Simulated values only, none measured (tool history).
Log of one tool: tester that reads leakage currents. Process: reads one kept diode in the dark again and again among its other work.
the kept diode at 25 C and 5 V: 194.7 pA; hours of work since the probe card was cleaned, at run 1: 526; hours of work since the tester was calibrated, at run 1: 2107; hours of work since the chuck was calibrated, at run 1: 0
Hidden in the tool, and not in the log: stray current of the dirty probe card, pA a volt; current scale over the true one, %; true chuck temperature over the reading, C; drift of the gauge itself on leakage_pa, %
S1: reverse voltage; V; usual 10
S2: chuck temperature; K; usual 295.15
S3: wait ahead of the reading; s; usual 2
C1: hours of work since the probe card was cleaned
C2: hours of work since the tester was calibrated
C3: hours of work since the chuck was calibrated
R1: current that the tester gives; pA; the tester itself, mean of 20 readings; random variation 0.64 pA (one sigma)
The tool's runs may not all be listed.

run,hour,S1,S2,S3,C1,C2,C3,R1
1,0,10,295.15,2,526,2107,0,212.12
2,59.7,10,295.15,2,556,2136,30,210.71
3,134.8,10,295.15,2,593,2174,67,211.45
4,223.3,10,295.15,2,637,2218,111,211.96
5,312.7,10,295.15,2,681,2262,155,211.78
6,391.1,10,295.15,2,720,2301,194,211.84
7,450.6,10,295.15,2,750,2330,224,211.44
8,553,10,295.15,2,801,2381,274,212.32
9,669.8,10,295.15,2,858,2439,332,211.33
10,743.5,10,317.15,2,895,2476,369,974.43
11,834.9,10,317.15,2,940,2521,414,973.04
12,939.5,10,295.15,2,992,2573,466,213.2
13,990.2,10,295.15,0.5,1017,2598,491,212.86
14,1075.2,4.4,295.15,4.87,1060,2640,533,147.2
15,1170.4,1.2,306.15,0.72,1107,2688,581,183.76
16,1265.5,2.4,295.15,9.31,1154,2735,628,112.51
17,1385.3,11,320.15,6.67,1213,2794,687,1231.47
18,1437.9,6.6,331.15,6.67,1240,2820,713,1940.46
19,1553.8,3.8,295.15,6.77,1297,2878,771,138.12
20,1674.3,3.8,295.15,6.77,1357,2938,831,138.6
21,1772.1,1.6,300.15,2,1405,2986,879,137.11
22,1882.2,1.6,300.15,2,1460,3041,934,136.85
23,1998,5.4,305.15,0.37,1518,3098,991,333.45

4 ways to go on from here, each from the tool as it stands after run 23. What would each give?
A,2077.9,5.4,305.15,7.31,1557,3138,1031,?
B,2077.9,10,309.15,2,1557,3138,1031,?
C,2077.9,10,306.15,2,1557,3138,1031,?
D,2077.9,4.3,295.15,2,1557,3138,1031,?

run,R1
A,333.13
B,572.46
C,468.3
D,146.27
Without the tool's hidden state the same runs would have given:
run,R1
A,333.46
B,573.01
C,468.75
D,146.41

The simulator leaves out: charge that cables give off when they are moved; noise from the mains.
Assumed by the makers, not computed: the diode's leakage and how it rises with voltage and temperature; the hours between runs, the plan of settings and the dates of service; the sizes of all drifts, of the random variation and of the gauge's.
